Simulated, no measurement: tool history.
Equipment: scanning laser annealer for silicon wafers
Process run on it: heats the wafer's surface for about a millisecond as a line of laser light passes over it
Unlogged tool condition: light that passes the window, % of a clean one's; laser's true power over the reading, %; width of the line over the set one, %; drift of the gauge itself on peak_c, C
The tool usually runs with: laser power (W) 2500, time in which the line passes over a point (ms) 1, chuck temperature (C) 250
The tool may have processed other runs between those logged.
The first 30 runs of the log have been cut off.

run    hour  laser power (W)  time in which the line passes over a point (ms)  chuck temperature (C)  hours of work since the window was cleaned  hours of work since the power meter was calibrated  hours of work since the optics were aligned  highest temperature of the surface (C)
 31   771.9             2313                                             0.76                    213                                          84                                                1221                                          543                                     820
 32   807.3             2313                                             0.76                    213                                         107                                                1244                                          566                                     822
 33   835.6             2500                                                1                    232                                         125                                                1261                                          584                                    1011
 34   869.7             2405                                             0.88                    277                                         146                                                1283                                          605                                     966
 35     895             2732                                              0.8                    277                                         162                                                1299                                          621                                    1046
 36   926.9             2732                                             1.08                    212                                         182                                                1319                                          641                                    1124
 37   961.1             2633                                             0.73                    212                                         204                                                1341                                          663                                     910
 38   983.6             2400                                             1.16                    211                                         218                                                1355                                          677                                    1015
 39  1017.3             2168                                             0.95                    286                                         239                                                1376                                          698                                     917
 40  1051.6             2237                                                1                    251                                         261                                                1398                                          720                                     929
 41  1078.2             2237                                                1                    251                                         277                                                1414                                          736                                     929

4 options for the next run, each taken on its own from the tool as it stands now. Forecast them:
  A  1102.5             2621                                                1                    251                                         293                                                1430                                          752                                       ?
  B  1102.5             2500                                             1.05                    250                                         293                                                1430                                          752                                       ?
  C  1102.5             2407                                             0.82                    269                                         293                                                1430                                          752                                       ?
  D  1102.5             2610                                             0.74                    272                                         293                                                1430                                          752                                       ?

run  highest temperature of the surface (C)
  A                                    1077
  B                                    1053
  C                                     938
  D                                     965
Without the tool's hidden state the same runs would have given:
run  highest temperature of the surface (C)
  A                                    1078
  B                                    1054
  C                                     939
  D                                     965
